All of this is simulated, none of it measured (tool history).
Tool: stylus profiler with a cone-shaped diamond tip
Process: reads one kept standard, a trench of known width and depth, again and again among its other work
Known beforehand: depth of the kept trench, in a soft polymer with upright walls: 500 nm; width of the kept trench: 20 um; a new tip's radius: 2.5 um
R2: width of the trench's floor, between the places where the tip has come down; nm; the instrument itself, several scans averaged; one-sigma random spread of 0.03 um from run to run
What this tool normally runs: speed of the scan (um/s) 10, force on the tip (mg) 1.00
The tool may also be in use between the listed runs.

run 1 day=0.000 | speed_of_the_scan_(um/s)=10 force_on_the_tip_(mg)=1.00 | depth_of_the_trench_(Å)=5042.9 R2=16900
run 2 day=0.633 | speed_of_the_scan_(um/s)=10 force_on_the_tip_(mg)=0.45 | depth_of_the_trench_(Å)=5021.6 R2=16920
run 3 day=1.438 | speed_of_the_scan_(um/s)=10 force_on_the_tip_(mg)=0.45 | depth_of_the_trench_(Å)=5022.2 R2=16910
run 4 day=2.175 | speed_of_the_scan_(um/s)=10 force_on_the_tip_(mg)=0.45 | depth_of_the_trench_(Å)=5024.0 R2=16910
run 5 day=2.721 | speed_of_the_scan_(um/s)=10 force_on_the_tip_(mg)=1.00 | depth_of_the_trench_(Å)=5041.4 R2=16970
run 6 day=3.683 | speed_of_the_scan_(um/s)=10 force_on_the_tip_(mg)=1.00 | depth_of_the_trench_(Å)=5038.6 R2=16980
run 7 day=4.292 | speed_of_the_scan_(um/s)=10 force_on_the_tip_(mg)=1.00 | depth_of_the_trench_(Å)=5039.8 R2=16910
run 8 day=4.875 | speed_of_the_scan_(um/s)=10 force_on_the_tip_(mg)=2.37 | depth_of_the_trench_(Å)=5074.9 R2=16960
run 9 day=5.562 | speed_of_the_scan_(um/s)=10 force_on_the_tip_(mg)=2.37 | depth_of_the_trench_(Å)=5074.7 R2=16960
run 10 day=6.442 | speed_of_the_scan_(um/s)=16 force_on_the_tip_(mg)=1.03 | depth_of_the_trench_(Å)=5041.4 R2=16890
run 11 day=6.883 | speed_of_the_scan_(um/s)=17 force_on_the_tip_(mg)=0.59 | depth_of_the_trench_(Å)=5028.8 R2=16870
run 12 day=7.612 | speed_of_the_scan_(um/s)=17 force_on_the_tip_(mg)=0.59 | depth_of_the_trench_(Å)=5030.3 R2=16900
run 13 day=8.479 | speed_of_the_scan_(um/s)=17 force_on_the_tip_(mg)=0.59 | depth_of_the_trench_(Å)=5028.6 R2=16850
run 14 day=9.208 | speed_of_the_scan_(um/s)=24 force_on_the_tip_(mg)=1.62 | depth_of_the_trench_(Å)=5056.4 R2=16950
run 15 day=10.200 | speed_of_the_scan_(um/s)=24 force_on_the_tip_(mg)=1.62 | depth_of_the_trench_(Å)=5052.8 R2=16950

Each row is a separate what-if for the run after 15, all from the same tool condition, not one after another. Results?
run A day=10.838 | speed_of_the_scan_(um/s)=39 force_on_the_tip_(mg)=0.84 | depth_of_the_trench_(Å)=? R2=?
run B day=10.838 | speed_of_the_scan_(um/s)=19 force_on_the_tip_(mg)=0.52 | depth_of_the_trench_(Å)=? R2=?
run C day=10.838 | speed_of_the_scan_(um/s)=36 force_on_the_tip_(mg)=0.38 | depth_of_the_trench_(Å)=? R2=?
run D day=10.838 | speed_of_the_scan_(um/s)=3 force_on_the_tip_(mg)=1.97 | depth_of_the_trench_(Å)=? R2=?

run=A depth_of_the_trench_(Å)=5035.5 R2=16870
run=B depth_of_the_trench_(Å)=5029.2 R2=16820
run=C depth_of_the_trench_(Å)=5020.5 R2=16760
run=D depth_of_the_trench_(Å)=5062.4 R2=16990
With no hidden state in the tool, these same runs would have given:
run=A depth_of_the_trench_(Å)=5035.0 R2=16890
run=B depth_of_the_trench_(Å)=5028.7 R2=16850
run=C depth_of_the_trench_(Å)=5019.9 R2=16780
run=D depth_of_the_trench_(Å)=5061.8 R2=17020
